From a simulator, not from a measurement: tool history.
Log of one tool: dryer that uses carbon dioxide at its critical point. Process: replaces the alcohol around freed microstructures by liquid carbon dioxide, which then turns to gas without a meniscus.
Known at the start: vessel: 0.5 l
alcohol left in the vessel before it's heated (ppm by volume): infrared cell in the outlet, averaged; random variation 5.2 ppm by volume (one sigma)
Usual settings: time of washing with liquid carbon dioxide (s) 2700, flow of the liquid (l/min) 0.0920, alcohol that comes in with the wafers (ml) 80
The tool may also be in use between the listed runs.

run    hour  time of washing with liquid carbon dioxide (s)  flow of the liquid (l/min)  alcohol that comes in with the wafers (ml)  alcohol left in the vessel before it's heated (ppm by volume)
  1     0.0                                            2700                      0.0920                                          80                                                            281
  2    74.2                                            2700                      0.0920                                          80                                                            299
  3   145.2                                            2700                      0.0920                                          80                                                            312
  4   191.3                                            2700                      0.0920                                          80                                                            318
  5   232.8                                            2700                      0.0920                                          95                                                            352
  6   276.9                                            2700                      0.0920                                          95                                                            372
  7   339.3                                            2820                      0.0920                                          95                                                            362
  8   406.6                                            2700                      0.0920                                          80                                                            393
  9   447.2                                            2700                      0.0920                                          80                                                            401
 10   482.7                                            2700                      0.0920                                         100                                                            451
 11   536.8                                            2280                      0.1116                                          28                                                            288
 12   610.0                                            3780                      0.1111                                          81                                                            271
      648.5  -- inlet filter changed
 13   661.4                                            2700                      0.0898                                          25                                                            307
 14   694.6                                            2700                      0.0898                                          25                                                            317
 15   730.0                                            3060                      0.0898                                          25                                                            299
 16   798.6                                            3060                      0.0898                                          25                                                            304
 17   848.4                                            2160                      0.1146                                          70                                                            371
 18   917.3                                            2160                      0.1146                                          70                                                            393
      947.7  -- purifier's bed changed
 19   969.4                                            1680                      0.0859                                          46                                                           1449
 20  1023.3                                            1680                      0.0859                                          46                                                           1514

5 ways to go on from here, each from the tool as it stands after run 20. What would each give?
  A  1065.5                                            2520                      0.1208                                          90                                                              ?
  B  1065.5                                            3960                      0.0920                                          56                                                              ?
  C  1065.5                                            3060                      0.0920                                          80                                                              ?
  D  1065.5                                            3060                      0.0859                                          46                                                              ?
  E  1065.5                                            2280                      0.0859                                          46                                                              ?

run  alcohol left in the vessel before it's heated (ppm by volume)
  A                                                             42
  B                                                             27
  C                                                             77
  D                                                             78
  E                                                            372
Without the tool's hidden state the same runs would have given:
run  alcohol left in the vessel before it's heated (ppm by volume)
  A                                                             17
  B                                                              7
  C                                                             44
  D                                                             46
  E                                                            284
